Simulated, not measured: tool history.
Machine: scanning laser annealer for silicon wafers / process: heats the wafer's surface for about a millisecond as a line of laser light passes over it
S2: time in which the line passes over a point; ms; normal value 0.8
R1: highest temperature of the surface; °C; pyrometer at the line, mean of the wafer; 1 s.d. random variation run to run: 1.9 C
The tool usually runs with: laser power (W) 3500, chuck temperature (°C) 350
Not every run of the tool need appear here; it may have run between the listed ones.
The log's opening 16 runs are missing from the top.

run 17 hour=185.9 | laser_power_(W)=3214 S2=0.8 chuck_temperature_(°C)=350 | R1=1064
run 18 hour=200 | laser_power_(W)=3500 S2=0.8 chuck_temperature_(°C)=350 | R1=1126
run 19 hour=207.6 | laser_power_(W)=3500 S2=0.8 chuck_temperature_(°C)=350 | R1=1126
run 20 hour=220.5 | laser_power_(W)=3500 S2=0.8 chuck_temperature_(°C)=378 | R1=1156
run 21 hour=234.8 | laser_power_(W)=3500 S2=0.8 chuck_temperature_(°C)=378 | R1=1156
run 22 hour=243.4 | laser_power_(W)=3324 S2=0.73 chuck_temperature_(°C)=330 | R1=1033
run 23 hour=257.6 | laser_power_(W)=2977 S2=0.588 chuck_temperature_(°C)=313 | R1=877
run 24 hour=273.6 | laser_power_(W)=3417 S2=0.867 chuck_temperature_(°C)=334 | R1=1127
run 25 hour=281.9 | laser_power_(W)=3803 S2=0.662 chuck_temperature_(°C)=346 | R1=1110
run 26 hour=297.4 | laser_power_(W)=3500 S2=0.8 chuck_temperature_(°C)=364 | R1=1141
run 27 hour=312.5 | laser_power_(W)=2994 S2=0.567 chuck_temperature_(°C)=364 | R1=917
run 28 hour=325.6 | laser_power_(W)=2994 S2=0.567 chuck_temperature_(°C)=364 | R1=913
run 29 hour=332.5 | laser_power_(W)=3173 S2=0.879 chuck_temperature_(°C)=376 | R1=1115
run 30 hour=341.9 | laser_power_(W)=3173 S2=0.879 chuck_temperature_(°C)=376 | R1=1116
run 31 hour=357.6 | laser_power_(W)=3192 S2=0.703 chuck_temperature_(°C)=344 | R1=1003
run 32 hour=371.8 | laser_power_(W)=3192 S2=0.703 chuck_temperature_(°C)=344 | R1=1002
run 33 hour=388.3 | laser_power_(W)=3192 S2=0.703 chuck_temperature_(°C)=344 | R1=1003
run 34 hour=401.6 | laser_power_(W)=3285 S2=0.8 chuck_temperature_(°C)=354 | R1=1076
run 35 hour=409.2 | laser_power_(W)=3705 S2=0.613 chuck_temperature_(°C)=382 | R1=1092
run 36 hour=416.4 | laser_power_(W)=3695 S2=0.8 chuck_temperature_(°C)=340 | R1=1159
run 37 hour=425 | laser_power_(W)=3500 S2=0.847 chuck_temperature_(°C)=350 | R1=1149
run 38 hour=431.9 | laser_power_(W)=3500 S2=0.854 chuck_temperature_(°C)=328 | R1=1130
run 39 hour=448.1 | laser_power_(W)=3500 S2=0.854 chuck_temperature_(°C)=328 | R1=1131
run 40 hour=456.7 | laser_power_(W)=3812 S2=0.781 chuck_temperature_(°C)=328 | R1=1160
run 41 hour=473.3 | laser_power_(W)=3812 S2=0.971 chuck_temperature_(°C)=371 | R1=1306

Below are 4 alternative next runs, each starting from the tool's condition after run 41. Predict each:
run A hour=482.3 | laser_power_(W)=2999 S2=0.587 chuck_temperature_(°C)=327 | R1=?
run B hour=482.3 | laser_power_(W)=3500 S2=0.861 chuck_temperature_(°C)=350 | R1=?
run C hour=482.3 | laser_power_(W)=3500 S2=0.866 chuck_temperature_(°C)=350 | R1=?
run D hour=482.3 | laser_power_(W)=3167 S2=0.757 chuck_temperature_(°C)=358 | R1=?

run=A R1=885
run=B R1=1154
run=C R1=1157
run=D R1=1038
Stripped of hidden state, with their random variation kept, the same runs would have yielded:
run=A R1=902
run=B R1=1179
run=C R1=1182
run=D R1=1059
